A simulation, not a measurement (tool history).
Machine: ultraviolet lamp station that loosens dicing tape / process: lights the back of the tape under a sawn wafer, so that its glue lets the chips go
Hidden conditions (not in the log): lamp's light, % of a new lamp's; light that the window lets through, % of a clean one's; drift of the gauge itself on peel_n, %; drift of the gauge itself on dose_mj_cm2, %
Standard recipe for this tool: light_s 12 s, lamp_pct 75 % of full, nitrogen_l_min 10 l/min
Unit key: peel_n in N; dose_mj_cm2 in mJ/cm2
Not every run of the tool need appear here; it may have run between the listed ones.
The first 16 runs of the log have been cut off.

run	hour	light_s	lamp_pct	nitrogen_l_min	hours of work of the lamp	hours of work since the window was cleaned	peel_n	dose_mj_cm2
17	877	12	75	10	620	341	1.472	170
18	913.1	12	75	10	644	366	1.517	165
# hour 929.5: lamp changed
# hour 964.5: window cleaned of glue's vapour
19	987.7	17	75	10	39	16	0.509	332
20	1058.4	17	75	10	86	63	0.539	318
21	1127.9	12	68	3	132	109	1.714	202
22	1200.7	11	76	3	181	158	1.73	195
23	1277.4	12	75	13	233	209	1.039	207
24	1319.5	7	88	10	261	238	1.826	140
25	1367.6	12	96	11	293	270	0.783	253
26	1439.5	12	75	11	341	318	1.209	191
27	1508.5	12	99	6	387	364	1.041	244
# hour 1560: window cleaned of glue's vapour
28	1588	9	75	10	440	19	1.671	151
29	1659.2	24	61	3	488	66	0.894	317
30	1716	24	61	7	526	104	0.673	307

Expected results for the next run?
31	1779	24	82	4	568	147	?	?

{"run 31": {"peel_n": 0.54, "dose_mj_cm2": 398}}
The same run, on a tool lacking any hidden state, would have yielded peel_n 0.346 N, dose_mj_cm2 529 mJ/cm2.
